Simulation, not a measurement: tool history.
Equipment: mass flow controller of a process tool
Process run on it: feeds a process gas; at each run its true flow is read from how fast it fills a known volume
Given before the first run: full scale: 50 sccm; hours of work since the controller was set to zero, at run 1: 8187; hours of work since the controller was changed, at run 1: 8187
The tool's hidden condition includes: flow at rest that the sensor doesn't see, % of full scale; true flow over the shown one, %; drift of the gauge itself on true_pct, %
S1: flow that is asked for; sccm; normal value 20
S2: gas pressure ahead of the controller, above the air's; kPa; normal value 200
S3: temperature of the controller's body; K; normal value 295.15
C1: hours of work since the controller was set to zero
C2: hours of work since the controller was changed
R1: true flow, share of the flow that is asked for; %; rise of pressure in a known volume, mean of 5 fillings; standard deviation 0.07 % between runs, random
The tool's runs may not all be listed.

run    hour  S1   S2      S3    C1     C2     R1
  1       0  20  200  295.15  8187   8187  98.67
  2   283.1  20  200  295.15  8398   8398  98.72
      305.2  -- controller's zero set anew
  3   629.2  20  170  295.15   242   8656  98.92
  4     791  20  170  295.15   363   8777  98.85
  5  1078.3  20  170  295.15   577   8991  98.76
  6  1357.8  20  200  304.15   786   9200  98.05
  7    1657  20  200  295.15  1009   9423  98.58
  8  1944.7  20  200  295.15  1224   9638  98.66
  9  2280.4  20  200  295.15  1474   9888  98.66
 10  2445.1  20  200  295.15  1597  10011  98.67
 11  2815.1  20  246  295.15  1873  10287  98.43
 12  2981.4  27  254  295.15  1997  10411  98.72
 13  3289.6  48  277  297.15  2227  10641  99.73
 14  3482.4  48  185  299.15  2371  10785  99.83

What does the tool deliver on the next run?
 15  3778.1  37  185  304.15  2592  11006   ?

R1: 98.87 %
With the hidden condition absent and the run-to-run variation left alone, this run would have shown R1 98.88 %.

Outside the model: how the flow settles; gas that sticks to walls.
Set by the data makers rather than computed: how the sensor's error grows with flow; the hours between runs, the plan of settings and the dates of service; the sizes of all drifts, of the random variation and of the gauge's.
